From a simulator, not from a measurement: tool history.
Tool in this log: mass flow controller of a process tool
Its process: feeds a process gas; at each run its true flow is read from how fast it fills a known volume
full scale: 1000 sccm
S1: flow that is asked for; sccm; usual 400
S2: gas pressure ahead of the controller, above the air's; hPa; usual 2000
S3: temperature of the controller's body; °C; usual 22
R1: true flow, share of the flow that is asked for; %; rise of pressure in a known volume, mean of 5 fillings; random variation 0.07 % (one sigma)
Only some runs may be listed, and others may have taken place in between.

run      day   S1    S2  S3      R1
  1        0  400  2000  22   98.18
  2    5.867  400  2000  22   98.35
  3   12.171  400  2090  22   98.18
  4   19.354  400  2020  22   98.44
  5   26.125  400  2020  35  100.02
  6   33.612  400  2000  22   98.71
  7   38.404  400  2730  22   98.59
  8     43.9  400  2000  36  100.33
  9   47.538  400  2000  22   98.74
 10   54.542  209  2000  22    98.3
 11   60.054  400  2350  22   98.83
 12   67.125  400  2000  22   98.95
 13   70.704  400  2000  22   99.14
 14   75.725  400  2000  22   99.27
 15   83.083  400  2000  22   99.25
 16   88.362  400  2000  22   99.22
 17   95.871  400  2000  22   99.45
 18  103.262  174  2000  22   98.97
 19  108.012  400  2000  38  101.26
 20  113.625  400  2000  38  101.34
 21  120.542  400  2000  22   99.66
 22  128.188  339  2000  22   99.79
 23  134.138  339  2000  22   99.78
 24  140.208  339  2000  22   99.84
 25  145.433  187  2550  22    99.4
 26  152.275  548  2000  22  100.44
 27  157.242  688  2200  22     101
 28  164.338  400  2060  27  100.93
 29  168.246  604  2510  22  100.88
 30  171.888  400  1610  22  100.44
 31  176.817  400  1610  22  100.64
 32  183.388  400  1610  22   100.5
     187.838  -- gauge calibrated
 33  187.838  733  1610  35   100.4
 34  195.454  733  1610  35  100.64
 35  202.246  733  1610  35  100.61
 36  206.608  736  1610  35  100.74
 37  213.125  736  1610  35  100.81
 38  216.338  736  1610  35  100.92
 39  223.521  400  1690  26   99.13
 40  230.408  599  1940  32  100.29

Run 41, settings as shown, results not yet in. Your forecast:
 41  235.167  138  1950  32   ?

{"run 41": {"R1": 99.2}}
Had the tool carried no hidden state, the very same run would have given R1 98.6 %.

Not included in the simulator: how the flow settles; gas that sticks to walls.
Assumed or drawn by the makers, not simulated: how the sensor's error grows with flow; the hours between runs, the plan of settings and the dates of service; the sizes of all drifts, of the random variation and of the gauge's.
